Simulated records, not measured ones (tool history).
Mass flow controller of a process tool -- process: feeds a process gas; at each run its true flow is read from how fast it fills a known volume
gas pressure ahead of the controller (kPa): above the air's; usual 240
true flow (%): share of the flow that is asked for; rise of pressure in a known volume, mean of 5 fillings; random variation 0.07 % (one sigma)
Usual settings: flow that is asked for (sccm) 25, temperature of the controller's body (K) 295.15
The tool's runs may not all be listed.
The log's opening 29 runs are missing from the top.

| run | hour | flow that is asked for (sccm) | gas pressure ahead of the controller (kPa) | temperature of the controller's body (K) | hours of work since the controller was set to zero | hours of work since the controller was changed | true flow (%) |
|---|---|---|---|---|---|---|---|
| 30 | 2043.9 | 6 | 268 | 294.15 | 59 | 881 | 97.33 |
| 31 | 2108.2 | 6 | 226 | 295.15 | 84 | 906 | 97.72 |
| 32 | 2208.5 | 11 | 240 | 309.15 | 123 | 945 | 98.75 |
| 33 | 2283.1 | 9 | 249 | 309.15 | 152 | 974 | 98.59 |
| 34 | 2368.6 | 19 | 194 | 302.15 | 185 | 1007 | 98.66 |
| 35 | 2424.9 | 11 | 266 | 295.15 | 207 | 1029 | 97.66 |
| 36 | 2474.6 | 25 | 240 | 309.15 | 226 | 1048 | 99.07 |
| 37 | 2541.5 | 25 | 214 | 308.15 | 252 | 1074 | 99.19 |
| 38 | 2608.0 | 30 | 151 | 308.15 | 278 | 1100 | 99.76 |
| 39 | 2699.5 | 30 | 151 | 308.15 | 313 | 1135 | 99.63 |
| 40 | 2748.0 | 27 | 151 | 308.15 | 332 | 1154 | 99.52 |
| 41 | 2801.4 | 25 | 244 | 295.15 | 353 | 1175 | 98.20 |
| 42 | 2855.7 | 23 | 244 | 307.15 | 374 | 1196 | 98.99 |
| 43 | 2946.6 | 7 | 179 | 301.15 | 409 | 1231 | 98.57 |
| 44 | 3011.2 | 32 | 179 | 301.15 | 434 | 1256 | 99.29 |
| 45 | 3102.9 | 33 | 153 | 295.15 | 470 | 1292 | 99.03 |
| 46 | 3200.0 | 25 | 226 | 312.15 | 508 | 1330 | 99.31 |
| 47 | 3241.1 | 18 | 240 | 301.15 | 524 | 1346 | 98.35 |
| 48 | 3301.9 | 18 | 150 | 307.15 | 547 | 1369 | 99.31 |
| 49 | 3394.3 | 18 | 252 | 307.15 | 583 | 1405 | 98.83 |

Here are 3 independent what-if runs from the current tool condition. What would each one return?
| A | 3435.2 | 11 | 193 | 303.15 | 599 | 1421 | ? |
| B | 3435.2 | 19 | 256 | 296.15 | 599 | 1421 | ? |
| C | 3435.2 | 18 | 274 | 293.15 | 599 | 1421 | ? |

| run | true flow (%) |
|---|---|
| A | 98.57 |
| B | 98.05 |
| C | 97.72 |
Without the tool's hidden state the same runs would have given:
| run | true flow (%) |
|---|---|
| A | 98.67 |
| B | 98.34 |
| C | 98.00 |
